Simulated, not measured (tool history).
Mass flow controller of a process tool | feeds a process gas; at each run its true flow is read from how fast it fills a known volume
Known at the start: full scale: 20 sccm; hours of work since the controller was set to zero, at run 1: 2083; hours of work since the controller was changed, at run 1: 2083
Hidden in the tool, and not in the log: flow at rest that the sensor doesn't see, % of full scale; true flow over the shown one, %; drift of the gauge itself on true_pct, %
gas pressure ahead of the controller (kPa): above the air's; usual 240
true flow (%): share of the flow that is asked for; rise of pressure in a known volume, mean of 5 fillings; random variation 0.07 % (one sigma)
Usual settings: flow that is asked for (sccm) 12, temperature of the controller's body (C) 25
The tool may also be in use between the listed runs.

run,day,flow that is asked for (sccm),gas pressure ahead of the controller (kPa),temperature of the controller's body (C),hours of work since the controller was set to zero,hours of work since the controller was changed,true flow (%)
1,0.000,12,240,25,2083,2083,97.79
2,3.008,12,240,25,2119,2119,97.69
3,8.771,12,240,25,2187,2187,97.89
4,13.892,12,240,25,2248,2248,97.90
5,18.567,12,240,25,2303,2303,97.82
6,21.646,12,159,25,2340,2340,97.60
7,25.800,12,240,25,2389,2389,97.76
8,32.038,12,240,25,2463,2463,97.62
9,37.708,12,240,25,2530,2530,97.48
10,41.225,12,240,25,2571,2571,97.59
11,47.667,12,240,25,2647,2647,97.54
12,51.571,12,240,25,2694,2694,97.47
13,57.558,12,240,25,2764,2764,97.37
14,63.650,12,240,25,2837,2837,97.45
15,69.071,12,240,25,2901,2901,97.42
16,72.292,12,240,25,2939,2939,97.35
17,76.825,12,240,25,2992,2992,97.35
18,83.421,12,240,25,3070,3070,97.29
19,90.771,12,240,25,3157,3157,97.09
20,97.392,12,240,25,3236,3236,97.30
21,100.946,12,239,25,3278,3278,97.26
22,105.146,12,204,32,3328,3328,96.66
23,109.075,10,163,20,3374,3374,96.95
24,114.733,3,179,38,3441,3441,92.48
25,119.454,14,140,38,3497,3497,96.26
26,123.312,14,140,38,3542,3542,96.30
27,127.900,14,140,38,3597,3597,96.27
28,132.371,12,152,25,3650,3650,96.88
29,139.217,17,226,25,3731,3731,97.66
30,142.462,17,226,25,3769,3769,97.80
31,146.183,17,226,25,3813,3813,97.63
32,151.850,18,209,25,3880,3880,97.72
33,154.942,18,209,25,3917,3917,97.75
34,161.754,9,240,26,3997,3997,95.98

Some steps in true flow (%) between neighbouring runs. How much of each would the tool show without its hidden state too (settings, what came in, random variation), and how much is left for the hidden state, with any gauge scatter that isn't in both results?
Run 23 -> 24: flow that is asked for (sccm) 10 -> 3, gas pressure ahead of the controller (kPa) 163 -> 179, temperature of the controller's body (C) 20 -> 38. true flow (%) -4.47: hidden state -2.53, all else -1.94.
Run 24 -> 25: flow that is asked for (sccm) 3 -> 14, gas pressure ahead of the controller (kPa) 179 -> 140. true flow (%) +3.78: hidden state +2.76, all else +1.02.
Run 33 -> 34: flow that is asked for (sccm) 18 -> 9, gas pressure ahead of the controller (kPa) 209 -> 240, temperature of the controller's body (C) 25 -> 26. true flow (%) -1.77: hidden state -0.72, all else -1.05.

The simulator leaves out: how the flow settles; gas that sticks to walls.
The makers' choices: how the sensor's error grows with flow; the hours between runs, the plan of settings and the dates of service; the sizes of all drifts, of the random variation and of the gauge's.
